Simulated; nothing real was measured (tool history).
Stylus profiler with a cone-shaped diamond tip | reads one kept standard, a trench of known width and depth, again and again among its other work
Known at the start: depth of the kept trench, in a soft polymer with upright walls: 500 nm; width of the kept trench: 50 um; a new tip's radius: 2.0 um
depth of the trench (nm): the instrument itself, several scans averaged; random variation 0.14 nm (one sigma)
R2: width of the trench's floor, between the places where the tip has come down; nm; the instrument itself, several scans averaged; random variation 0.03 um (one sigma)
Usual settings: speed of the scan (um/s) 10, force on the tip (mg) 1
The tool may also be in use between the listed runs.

run 1 hour=0 | speed_of_the_scan_(um/s)=10 force_on_the_tip_(mg)=1 | depth_of_the_trench_(nm)=502.02 R2=47290
run 2 hour=109.4 | speed_of_the_scan_(um/s)=10 force_on_the_tip_(mg)=2.34 | depth_of_the_trench_(nm)=503.94 R2=47350
run 3 hour=238.5 | speed_of_the_scan_(um/s)=10 force_on_the_tip_(mg)=1 | depth_of_the_trench_(nm)=502.31 R2=47290
run 4 hour=297.8 | speed_of_the_scan_(um/s)=11 force_on_the_tip_(mg)=1 | depth_of_the_trench_(nm)=502.01 R2=47300
run 5 hour=361.9 | speed_of_the_scan_(um/s)=11 force_on_the_tip_(mg)=2.97 | depth_of_the_trench_(nm)=504.51 R2=47310
-- hour=371.5 new tip fitted, height scale calibrated
run 6 hour=430.4 | speed_of_the_scan_(um/s)=11 force_on_the_tip_(mg)=2.97 | depth_of_the_trench_(nm)=504.53 R2=47380
run 7 hour=489 | speed_of_the_scan_(um/s)=10 force_on_the_tip_(mg)=0.7 | depth_of_the_trench_(nm)=501.62 R2=47320
run 8 hour=590.7 | speed_of_the_scan_(um/s)=15 force_on_the_tip_(mg)=1 | depth_of_the_trench_(nm)=502.16 R2=47270
run 9 hour=717.4 | speed_of_the_scan_(um/s)=15 force_on_the_tip_(mg)=1 | depth_of_the_trench_(nm)=502.39 R2=47300
run 10 hour=842.7 | speed_of_the_scan_(um/s)=15 force_on_the_tip_(mg)=1 | depth_of_the_trench_(nm)=502.16 R2=47280
run 11 hour=937.2 | speed_of_the_scan_(um/s)=15 force_on_the_tip_(mg)=1 | depth_of_the_trench_(nm)=502.35 R2=47300
run 12 hour=1016.5 | speed_of_the_scan_(um/s)=19 force_on_the_tip_(mg)=1 | depth_of_the_trench_(nm)=501.91 R2=47270
run 13 hour=1122.8 | speed_of_the_scan_(um/s)=7 force_on_the_tip_(mg)=2.7 | depth_of_the_trench_(nm)=504.4 R2=47370
run 14 hour=1226.2 | speed_of_the_scan_(um/s)=7 force_on_the_tip_(mg)=2.7 | depth_of_the_trench_(nm)=504.13 R2=47340
run 15 hour=1296.8 | speed_of_the_scan_(um/s)=2 force_on_the_tip_(mg)=0.68 | depth_of_the_trench_(nm)=501.73 R2=47350
run 16 hour=1377.4 | speed_of_the_scan_(um/s)=3 force_on_the_tip_(mg)=1.76 | depth_of_the_trench_(nm)=503.31 R2=47380
run 17 hour=1468.3 | speed_of_the_scan_(um/s)=19 force_on_the_tip_(mg)=2.06 | depth_of_the_trench_(nm)=503.34 R2=47280
run 18 hour=1581.7 | speed_of_the_scan_(um/s)=29 force_on_the_tip_(mg)=1.74 | depth_of_the_trench_(nm)=503.15 R2=47220
run 19 hour=1678.6 | speed_of_the_scan_(um/s)=29 force_on_the_tip_(mg)=1.74 | depth_of_the_trench_(nm)=503.13 R2=47170
run 20 hour=1745.9 | speed_of_the_scan_(um/s)=10 force_on_the_tip_(mg)=0.45 | depth_of_the_trench_(nm)=501.19 R2=47260
run 21 hour=1870.8 | speed_of_the_scan_(um/s)=6 force_on_the_tip_(mg)=1.66 | depth_of_the_trench_(nm)=502.92 R2=47340

Forecast each of these 3 alternatives for the next run:
run A hour=1955.7 | speed_of_the_scan_(um/s)=21 force_on_the_tip_(mg)=1.33 | depth_of_the_trench_(nm)=? R2=?
run B hour=1955.7 | speed_of_the_scan_(um/s)=2 force_on_the_tip_(mg)=1.15 | depth_of_the_trench_(nm)=? R2=?
run C hour=1955.7 | speed_of_the_scan_(um/s)=6 force_on_the_tip_(mg)=0.57 | depth_of_the_trench_(nm)=? R2=?

run=A depth_of_the_trench_(nm)=502.58 R2=47260
run=B depth_of_the_trench_(nm)=502.62 R2=47310
run=C depth_of_the_trench_(nm)=501.49 R2=47300
Without the tool's hidden state the same runs would have given:
run=A depth_of_the_trench_(nm)=502.59 R2=47270
run=B depth_of_the_trench_(nm)=502.63 R2=47320
run=C depth_of_the_trench_(nm)=501.5 R2=47310
